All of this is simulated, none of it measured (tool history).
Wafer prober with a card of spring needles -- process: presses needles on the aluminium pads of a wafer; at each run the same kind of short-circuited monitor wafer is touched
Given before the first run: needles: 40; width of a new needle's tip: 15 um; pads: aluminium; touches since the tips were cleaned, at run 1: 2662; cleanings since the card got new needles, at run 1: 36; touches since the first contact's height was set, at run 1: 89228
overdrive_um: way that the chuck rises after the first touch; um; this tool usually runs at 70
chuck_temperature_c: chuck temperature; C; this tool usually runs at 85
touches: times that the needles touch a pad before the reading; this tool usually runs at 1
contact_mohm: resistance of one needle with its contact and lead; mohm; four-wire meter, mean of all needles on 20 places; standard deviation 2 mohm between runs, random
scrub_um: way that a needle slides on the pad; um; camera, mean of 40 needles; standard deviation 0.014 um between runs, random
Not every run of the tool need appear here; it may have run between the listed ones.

run	hour	overdrive_um	chuck_temperature_c	touches	touches since the tips were cleaned	cleanings since the card got new needles	touches since the first contact's height was set	contact_mohm	scrub_um
1	0	70	85	1	2662	36	89228	258	14.64
# hour 12.7: tips cleaned on abrasive film
2	19.7	68	85	1	3545	37	99200	282	14.2
# hour 31.1: tips cleaned on abrasive film
# hour 47.9: tips cleaned on abrasive film
3	47.9	68	85	1	0	39	113508	216	14.19
# hour 65.1: tips cleaned on abrasive film
4	71.8	70	110	1	3414	40	125629	262	14.58
# hour 82.2: tips cleaned on abrasive film
# hour 86.5: height of the first contact set anew
5	86.5	70	85	1	2036	41	0	253	14.7
# hour 99.3: tips cleaned on abrasive film
6	110	85	85	1	5479	42	11961	252	17.86
# hour 116.9: tips cleaned on abrasive film
7	130.1	85	85	1	6706	43	22117	256	17.84
# hour 134.8: tips cleaned on abrasive film
# hour 141.2: tips cleaned on abrasive film, once more
8	147	70	85	1	2964	45	30675	252	14.7
# hour 157.5: tips cleaned on abrasive film
9	172.3	70	85	1	7526	46	43482	271	14.66
# hour 174: tips cleaned on abrasive film
10	184.5	70	85	1	5343	47	49666	268	14.66
# hour 191.6: tips cleaned on abrasive film
11	199.8	70	85	1	4166	48	57426	264	14.64
# hour 208.4: tips cleaned on abrasive film
# hour 226.5: tips cleaned on abrasive film
12	228	70	85	1	738	50	71681	236	14.64
# hour 243: tips cleaned on abrasive film
13	246.6	70	85	1	1828	51	81111	251	14.63
# hour 259.7: tips cleaned on abrasive film
14	260.9	70	85	1	658	52	88386	235	14.58
# hour 276.6: tips cleaned on abrasive film
15	289.7	70	85	2	6671	53	102973	249	14.63
# hour 293.8: tips cleaned on abrasive film
16	308.7	70	85	2	7597	54	112621	248	14.6
# hour 310.9: tips cleaned on abrasive film
# hour 328.7: tips cleaned on abrasive film
17	334.4	70	85	2	2925	56	125633	244	14.58
# hour 345.3: tips cleaned on abrasive film
# hour 350.1: height of the first contact set anew
18	355.5	70	85	2	5071	57	2779	245	14.73
# hour 362.4: tips cleaned on abrasive film
19	370.1	70	45	2	3922	58	10142	236	14.69
# hour 379.5: tips cleaned on abrasive film
20	393.9	88	49	1	7342	59	22244	249	18.46
# hour 396.3: tips cleaned on abrasive film
21	409.3	89	85	2	6613	60	30040	232	18.68
# hour 414.6: tips cleaned on abrasive film
22	426.7	89	61	3	6189	61	38877	219	18.67
# hour 431.7: tips cleaned on abrasive film
# hour 449: tips cleaned on abrasive film
23	456.2	62	92	2	3655	63	53785	256	12.96
# hour 465.8: tips cleaned on abrasive film
24	478.4	62	92	2	6414	64	65064	254	12.96
# hour 482.4: tips cleaned on abrasive film
# hour 499: tips cleaned on abrasive film
25	499	63	74	1	0	66	75494	224	13.17
26	512.2	55	49	1	6702	66	82196	301	11.49
# hour 516.1: tips cleaned on abrasive film
# hour 534.5: tips cleaned on abrasive film
27	534.8	55	49	1	159	68	93631	223	11.47
# hour 552: tips cleaned on abrasive film
28	563.2	70	27	1	5710	69	108056	265	14.6
# hour 569.5: tips cleaned on abrasive film
# hour 587.4: tips cleaned on abrasive film
29	590.4	70	27	1	1528	71	121805	239	14.58
# hour 604.8: tips cleaned on abrasive film
# hour 613.5: height of the first contact set anew
30	613.5	70	27	1	4276	72	0	258	14.71
# hour 621.7: tips cleaned on abrasive film
31	636.7	65	78	2	7654	73	11807	253	13.63
# hour 638.7: tips cleaned on abrasive film
# hour 655.4: tips cleaned on abrasive film
32	655.4	75	49	1	0	75	21239	212	15.73

Some steps in contact_mohm, run to run, broken into two amounts with sign: the step expected even without the hidden condition (settings, incoming material, random variation), and the rest, left for the hidden condition together with whatever gauge scatter is not in both the measured and the hidden-condition-free result:
Hidden state present: debris on the tips, nm; way that the needles fall short of the set height, um; tips' diameter, um; drift of the gauge itself on contact_mohm, %; drift of the gauge itself on scrub_um, %.
Run 2 -> 3: tips cleaned on abrasive film, tips cleaned on abrasive film. contact_mohm -66 mohm: hidden state -62, all else -4.
Run 25 -> 26: overdrive_um 63 -> 55, chuck_temperature_c 74 -> 49. contact_mohm +77 mohm: hidden state +86, all else -9.
Run 26 -> 27: tips cleaned on abrasive film, tips cleaned on abrasive film. contact_mohm -78 mohm: hidden state -77, all else -1.

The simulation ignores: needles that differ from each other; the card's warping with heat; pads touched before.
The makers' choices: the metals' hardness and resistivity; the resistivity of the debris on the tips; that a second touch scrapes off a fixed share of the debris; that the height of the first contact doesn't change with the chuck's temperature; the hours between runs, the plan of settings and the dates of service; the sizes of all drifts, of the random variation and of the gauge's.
